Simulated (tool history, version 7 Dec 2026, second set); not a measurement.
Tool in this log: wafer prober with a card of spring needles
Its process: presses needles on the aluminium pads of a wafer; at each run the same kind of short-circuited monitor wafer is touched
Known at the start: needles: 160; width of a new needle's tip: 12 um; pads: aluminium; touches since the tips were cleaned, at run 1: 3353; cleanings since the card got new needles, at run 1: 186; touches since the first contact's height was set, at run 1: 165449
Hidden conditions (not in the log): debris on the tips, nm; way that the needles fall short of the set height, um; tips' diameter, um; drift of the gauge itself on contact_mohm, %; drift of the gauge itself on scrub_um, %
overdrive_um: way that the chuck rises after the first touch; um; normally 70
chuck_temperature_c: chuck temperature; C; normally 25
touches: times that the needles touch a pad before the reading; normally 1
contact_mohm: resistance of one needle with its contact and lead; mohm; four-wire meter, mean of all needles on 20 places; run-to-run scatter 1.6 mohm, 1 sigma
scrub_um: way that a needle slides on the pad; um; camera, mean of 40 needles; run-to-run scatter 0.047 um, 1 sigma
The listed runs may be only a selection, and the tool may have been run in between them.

| run | day | overdrive_um | chuck_temperature_c | touches | touches since the tips were cleaned | cleanings since the card got new needles | touches since the first contact's height was set | contact_mohm | scrub_um |
|---|---|---|---|---|---|---|---|---|---|
| 1 | 0.000 | 70 | 25 | 1 | 3353 | 186 | 165449 | 238 | 16.96 |
|  | 0.079 | tips cleaned on abrasive film |
|  | 0.458 | tips cleaned on abrasive film |
|  | 0.838 | tips cleaned on abrasive film |
|  | 1.217 | tips cleaned on abrasive film |
|  | 1.596 | tips cleaned on abrasive film |
|  | 1.971 | tips cleaned on abrasive film |
| 2 | 2.138 | 70 | 25 | 1 | 2205 | 192 | 193994 | 226 | 16.83 |
|  | 2.288 | tips cleaned on abrasive film |
|  | 2.667 | tips cleaned on abrasive film |
|  | 3.046 | tips cleaned on abrasive film |
|  | 3.350 | tips cleaned on abrasive film |
|  | 3.729 | tips cleaned on abrasive film |
| 3 | 3.867 | 70 | 25 | 1 | 1857 | 197 | 217126 | 217 | 16.75 |
|  | 4.096 | tips cleaned on abrasive film |
|  | 4.400 | tips cleaned on abrasive film |
|  | 4.704 | tips cleaned on abrasive film |
|  | 5.083 | tips cleaned on abrasive film |
|  | 5.462 | tips cleaned on abrasive film |
| 4 | 5.571 | 70 | 25 | 2 | 1506 | 202 | 239906 | 194 | 16.71 |
|  | 5.733 | height of the first contact set anew |
|  | 5.812 | tips cleaned on abrasive film |
|  | 6.192 | tips cleaned on abrasive film |
|  | 6.571 | tips cleaned on abrasive film |
|  | 6.875 | tips cleaned on abrasive film |
|  | 7.254 | tips cleaned on abrasive film |
|  | 7.558 | tips cleaned on abrasive film |
|  | 7.862 | tips cleaned on abrasive film |
| 5 | 8.042 | 70 | 25 | 2 | 2461 | 209 | 30829 | 206 | 17.31 |
|  | 8.196 | tips cleaned on abrasive film |
|  | 8.575 | tips cleaned on abrasive film |
|  | 8.954 | tips cleaned on abrasive film |
| 6 | 9.058 | 70 | 81 | 1 | 1387 | 212 | 44373 | 216 | 17.23 |
|  | 9.288 | tips cleaned on abrasive film |
|  | 9.662 | tips cleaned on abrasive film |
|  | 9.967 | tips cleaned on abrasive film |
|  | 10.346 | tips cleaned on abrasive film |
| 7 | 10.492 | 70 | 81 | 1 | 1972 | 216 | 63569 | 227 | 17.24 |
|  | 10.721 | tips cleaned on abrasive film |
|  | 11.025 | tips cleaned on abrasive film |
|  | 11.404 | tips cleaned on abrasive film |
|  | 11.783 | tips cleaned on abrasive film |
| 8 | 11.996 | 70 | 25 | 1 | 2868 | 220 | 83661 | 233 | 17.12 |
|  | 12.150 | tips cleaned on abrasive film |
|  | 12.454 | tips cleaned on abrasive film |
|  | 12.758 | tips cleaned on abrasive film |
|  | 13.133 | tips cleaned on abrasive film |
|  | 13.438 | tips cleaned on abrasive film |
|  | 13.817 | tips cleaned on abrasive film |
|  | 14.179 | tips cleaned on abrasive film |
| 9 | 14.179 | 85 | 25 | 1 | 0 | 227 | 112786 | 169 | 20.71 |
|  | 14.483 | tips cleaned on abrasive film |
|  | 14.858 | tips cleaned on abrasive film |
|  | 15.162 | tips cleaned on abrasive film |
|  | 15.467 | tips cleaned on abrasive film |
|  | 15.825 | tips cleaned on abrasive film |
| 10 | 15.825 | 85 | 64 | 1 | 0 | 232 | 134762 | 176 | 20.68 |
|  | 16.200 | tips cleaned on abrasive film |
|  | 16.504 | tips cleaned on abrasive film |
|  | 16.883 | tips cleaned on abrasive film |
|  | 17.188 | tips cleaned on abrasive film |
|  | 17.567 | tips cleaned on abrasive film |
| 11 | 17.654 | 85 | 64 | 1 | 1204 | 237 | 159267 | 205 | 20.53 |
|  | 17.883 | tips cleaned on abrasive film |
|  | 18.262 | tips cleaned on abrasive film |
|  | 18.567 | tips cleaned on abrasive film |
|  | 18.933 | tips cleaned on abrasive film |
| 12 | 18.933 | 52 | 25 | 1 | 0 | 241 | 176306 | 176 | 12.35 |
|  | 19.238 | tips cleaned on abrasive film |
|  | 19.617 | tips cleaned on abrasive film |
|  | 19.921 | tips cleaned on abrasive film |
|  | 20.296 | tips cleaned on abrasive film |
|  | 20.600 | tips cleaned on abrasive film |
| 13 | 20.833 | 52 | 25 | 1 | 3126 | 246 | 201721 | 301 | 12.25 |
|  | 20.912 | tips cleaned on abrasive film |
|  | 21.292 | tips cleaned on abrasive film |
|  | 21.671 | tips cleaned on abrasive film |
|  | 21.971 | tips cleaned on abrasive film |
|  | 22.275 | tips cleaned on abrasive film |
| 14 | 22.471 | 88 | 25 | 2 | 2630 | 251 | 223601 | 197 | 21.22 |
|  | 22.625 | tips cleaned on abrasive film |
|  | 22.929 | tips cleaned on abrasive film |
|  | 23.308 | tips cleaned on abrasive film |
|  | 23.688 | tips cleaned on abrasive film |
|  | 23.925 | height of the first contact set anew |
|  | 24.079 | tips cleaned on abrasive film |
| 15 | 24.292 | 59 | 71 | 2 | 2889 | 256 | 4914 | 231 | 14.68 |
|  | 24.446 | tips cleaned on abrasive film |
|  | 24.750 | tips cleaned on abrasive film |
|  | 25.129 | tips cleaned on abrasive film |
|  | 25.433 | tips cleaned on abrasive film |
|  | 25.808 | tips cleaned on abrasive film |
|  | 26.112 | tips cleaned on abrasive film |
|  | 26.492 | tips cleaned on abrasive film |
| 16 | 26.529 | 59 | 71 | 2 | 516 | 263 | 34810 | 196 | 14.52 |
|  | 26.833 | tips cleaned on abrasive film |
|  | 27.212 | tips cleaned on abrasive film |
|  | 27.517 | tips cleaned on abrasive film |
|  | 27.896 | tips cleaned on abrasive film |
|  | 28.275 | tips cleaned on abrasive film |
| 17 | 28.417 | 59 | 71 | 2 | 1948 | 268 | 60059 | 229 | 14.49 |
|  | 28.646 | tips cleaned on abrasive film |
|  | 28.950 | tips cleaned on abrasive film |
|  | 29.329 | tips cleaned on abrasive film |
|  | 29.708 | tips cleaned on abrasive film |
|  | 30.088 | tips cleaned on abrasive film |
| 18 | 30.167 | 70 | 25 | 2 | 1078 | 273 | 83426 | 187 | 17.21 |
|  | 30.396 | tips cleaned on abrasive film |
|  | 30.700 | tips cleaned on abrasive film |
|  | 31.079 | tips cleaned on abrasive film |
|  | 31.458 | tips cleaned on abrasive film |
| 19 | 31.521 | 70 | 25 | 2 | 850 | 277 | 101495 | 189 | 17.01 |
|  | 31.825 | tips cleaned on abrasive film |
|  | 32.129 | tips cleaned on abrasive film |
|  | 32.504 | tips cleaned on abrasive film |
|  | 32.883 | tips cleaned on abrasive film |
|  | 33.262 | tips cleaned on abrasive film |
|  | 33.567 | tips cleaned on abrasive film |
| 20 | 33.638 | 70 | 25 | 2 | 955 | 283 | 129805 | 191 | 17.05 |
|  | 33.942 | tips cleaned on abrasive film |
|  | 34.246 | tips cleaned on abrasive film |
|  | 34.625 | tips cleaned on abrasive film |
|  | 35.004 | tips cleaned on abrasive film |
| 21 | 35.042 | 52 | 25 | 1 | 551 | 287 | 148592 | 224 | 12.50 |
|  | 35.346 | tips cleaned on abrasive film |
|  | 35.725 | tips cleaned on abrasive film |
|  | 36.104 | tips cleaned on abrasive film |
|  | 36.483 | tips cleaned on abrasive film |
| 22 | 36.696 | 52 | 25 | 3 | 2892 | 291 | 170733 | 224 | 12.41 |
|  | 36.850 | tips cleaned on abrasive film |
|  | 37.154 | tips cleaned on abrasive film |
|  | 37.533 | tips cleaned on abrasive film |
|  | 37.838 | tips cleaned on abrasive film |
|  | 38.217 | tips cleaned on abrasive film |
|  | 38.596 | tips cleaned on abrasive film |
| 23 | 38.692 | 70 | 63 | 1 | 1307 | 297 | 197367 | 226 | 16.80 |

Branching from run 23: 3 alternative next runs. What would each branch give?
|  | 38.921 | tips cleaned on abrasive film |
|  | 39.300 | tips cleaned on abrasive film |
|  | 39.604 | tips cleaned on abrasive film |
|  | 39.983 | tips cleaned on abrasive film |
| A | 40.046 | 70 | 59 | 1 | 849 | 301 | 215438 | ? | ? |
|  | 38.921 | tips cleaned on abrasive film |
|  | 39.300 | tips cleaned on abrasive film |
|  | 39.604 | tips cleaned on abrasive film |
|  | 39.983 | tips cleaned on abrasive film |
| B | 40.046 | 70 | 25 | 1 | 849 | 301 | 215438 | ? | ? |
|  | 38.921 | tips cleaned on abrasive film |
|  | 39.300 | tips cleaned on abrasive film |
|  | 39.604 | tips cleaned on abrasive film |
|  | 39.983 | tips cleaned on abrasive film |
| C | 40.046 | 70 | 43 | 2 | 849 | 301 | 215438 | ? | ? |

| run | contact_mohm | scrub_um |
|---|---|---|
| A | 210 | 16.75 |
| B | 209 | 16.77 |
| C | 192 | 16.75 |
With no hidden state in the tool, these same runs would have given:
| run | contact_mohm | scrub_um |
|---|---|---|
| A | 169 | 17.34 |
| B | 165 | 17.37 |
| C | 165 | 17.35 |
